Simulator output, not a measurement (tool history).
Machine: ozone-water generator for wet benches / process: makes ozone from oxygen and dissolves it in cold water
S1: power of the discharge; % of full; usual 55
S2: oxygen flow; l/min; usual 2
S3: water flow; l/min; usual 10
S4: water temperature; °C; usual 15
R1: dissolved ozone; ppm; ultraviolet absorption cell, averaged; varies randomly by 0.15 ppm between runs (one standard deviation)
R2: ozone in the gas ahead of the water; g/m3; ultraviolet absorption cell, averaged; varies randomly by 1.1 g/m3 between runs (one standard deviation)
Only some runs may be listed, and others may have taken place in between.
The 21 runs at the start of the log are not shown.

run	hour	S1	S2	S3	S4	R1	R2
22	1066.6	55	2	8	15	22.4	195.7
23	1127.7	55	2	8	15	22.5	194.8
24	1187.9	55	2.66	16	15	11.1	161.5
25	1247	84	2	12	10	22.8	280.2
26	1298.4	84	2	12	10	22.6	277.6
27	1357.5	84	1.2	12	14	21.2	395.5
28	1431.6	64	2.45	9	10	24.1	190.9
29	1462.4	64	2.14	9	11	23.8	212.3
30	1504.3	81	1.42	7	21	33.2	340.1
31	1564.8	81	1.42	7	21	33	343.3
32	1638.3	55	2	10	10	18.9	193.3

Predict each of these 4 candidate next runs independently; none follows another, all start after run 32:
A	1692.5	55	1.18	10	10	?	?
B	1692.5	55	2	10	10	?	?
C	1692.5	51	2	14	15	?	?
D	1692.5	55	2	10	10	?	?

run	R1	R2
A	18.6	277.3
B	18.9	193.4
C	11.7	183.9
D	18.9	193.8
The same runs, with their run-to-run variation unchanged, on a tool lacking any hidden condition would have given:
run	R1	R2
A	19.8	286.1
B	20.1	199.6
C	12.5	189.2
D	20.1	200

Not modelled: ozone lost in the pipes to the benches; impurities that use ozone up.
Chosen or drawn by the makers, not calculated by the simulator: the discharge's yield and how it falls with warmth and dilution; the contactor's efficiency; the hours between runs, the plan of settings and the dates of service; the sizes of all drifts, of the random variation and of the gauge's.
